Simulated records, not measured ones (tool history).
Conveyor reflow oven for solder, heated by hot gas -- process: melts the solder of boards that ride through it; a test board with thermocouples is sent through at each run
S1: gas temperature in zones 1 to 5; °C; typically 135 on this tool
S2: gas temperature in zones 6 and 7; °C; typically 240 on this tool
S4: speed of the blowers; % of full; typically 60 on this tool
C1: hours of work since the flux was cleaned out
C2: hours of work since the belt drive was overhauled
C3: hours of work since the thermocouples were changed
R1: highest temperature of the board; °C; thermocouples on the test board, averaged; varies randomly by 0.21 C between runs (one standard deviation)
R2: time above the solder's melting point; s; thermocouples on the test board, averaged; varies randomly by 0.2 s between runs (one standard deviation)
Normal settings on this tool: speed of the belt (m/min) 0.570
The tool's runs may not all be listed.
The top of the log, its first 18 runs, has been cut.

At day 11.312: belt drive overhauled, speed set with a stopwatch.
Run 19, day 11.875: usual settings but S1 147 °C, S2 233 °C, S4 62 % of full; C1 93; C2 11; C3 655. Result: R1 222.4 °C, R2 62.6 s.
Run 20, day 12.525: usual settings but S1 130 °C, S2 249 °C, speed of the belt (m/min) 0.662, S4 51 % of full; C1 106; C2 23; C3 668. Result: R1 225.0 °C, R2 50.0 s.
At day 12.867: belt drive overhauled, speed set with a stopwatch, once more.
Run 21, day 13.200: usual settings but speed of the belt (m/min) 0.654, S4 58 % of full; C1 116; C2 6; C3 678. Result: R1 220.6 °C, R2 48.9 s.
Run 22, day 13.642: usual settings but S1 138 °C, S2 233 °C, S4 59 % of full; C1 124; C2 15; C3 686. Result: R1 220.1 °C, R2 58.0 s.
Run 23, day 14.354: usual settings but S2 232 °C, S4 89 % of full; C1 138; C2 28; C3 700. Result: R1 222.9 °C, R2 59.3 s.
Run 24, day 15.100: usual settings but S2 233 °C, S4 61 % of full; C1 152; C2 43; C3 714. Result: R1 220.1 °C, R2 56.4 s.
Run 25, day 15.771: usual settings but S1 129 °C, S2 230 °C, speed of the belt (m/min) 0.671, S4 62 % of full; C1 165; C2 56; C3 727. Result: R1 210.5 °C, R2 38.9 s.
Run 26, day 16.533: usual settings but S1 136 °C, S4 71 % of full; C1 179; C2 70; C3 741. Result: R1 227.7 °C, R2 62.1 s.
At day 16.796: flux residue cleaned out of gas plates and filters.
Run 27, day 17.471: usual settings but S1 143 °C, speed of the belt (m/min) 0.518; C1 13; C2 84; C3 755. Result: R1 231.1 °C, R2 72.4 s.
Run 28, day 18.242: usual settings but S1 140 °C, speed of the belt (m/min) 0.606, S4 75 % of full; C1 28; C2 99; C3 770. Result: R1 228.5 °C, R2 59.4 s.

Predict the results of run 29:
Run 29, day 18.850: usual settings but S1 130 °C, S2 253 °C, S4 51 % of full; C1 39; C2 111; C3 782. Result: R1 ?, R2 ?.

R1: 235.8 °C
R2: 64.0 s
With no hidden state in the tool, this same run would have given R1 233.9 °C, R2 62.9 s.
